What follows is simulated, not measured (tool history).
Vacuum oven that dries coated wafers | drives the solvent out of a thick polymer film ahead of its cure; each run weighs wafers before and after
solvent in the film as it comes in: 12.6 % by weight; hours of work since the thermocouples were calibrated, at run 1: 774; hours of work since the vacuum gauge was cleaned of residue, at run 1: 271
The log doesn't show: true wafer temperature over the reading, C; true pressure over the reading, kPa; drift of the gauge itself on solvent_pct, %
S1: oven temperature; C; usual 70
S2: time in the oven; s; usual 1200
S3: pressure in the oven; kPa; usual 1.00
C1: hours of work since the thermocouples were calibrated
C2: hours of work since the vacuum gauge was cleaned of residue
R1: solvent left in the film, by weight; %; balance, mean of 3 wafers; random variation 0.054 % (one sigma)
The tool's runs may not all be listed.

| run | day | S1 | S2 | S3 | C1 | C2 | R1 |
|---|---|---|---|---|---|---|---|
| 1 | 0.000 | 70 | 1200 | 1.00 | 774 | 271 | 2.05 |
| 2 | 0.600 | 65 | 1200 | 1.00 | 780 | 277 | 3.60 |
| 3 | 1.021 | 65 | 1200 | 1.00 | 785 | 282 | 3.47 |
| 4 | 1.388 | 65 | 1200 | 1.00 | 788 | 285 | 3.60 |
| 5 | 1.896 | 65 | 1200 | 1.00 | 794 | 291 | 3.44 |
| 6 | 2.512 | 70 | 1200 | 0.76 | 800 | 297 | 1.97 |
| 7 | 3.300 | 70 | 1200 | 0.76 | 808 | 305 | 1.95 |
| 8 | 3.700 | 70 | 1200 | 0.76 | 812 | 309 | 1.83 |
| 9 | 4.471 | 70 | 1200 | 0.76 | 820 | 317 | 2.03 |

The next listed run, before its measurement:
| 10 | 5.000 | 70 | 1200 | 0.76 | 825 | 322 | ? |

Run 10 gave R1 1.93 %.
Without the tool's hidden state the same run would have given R1 1.93 %.
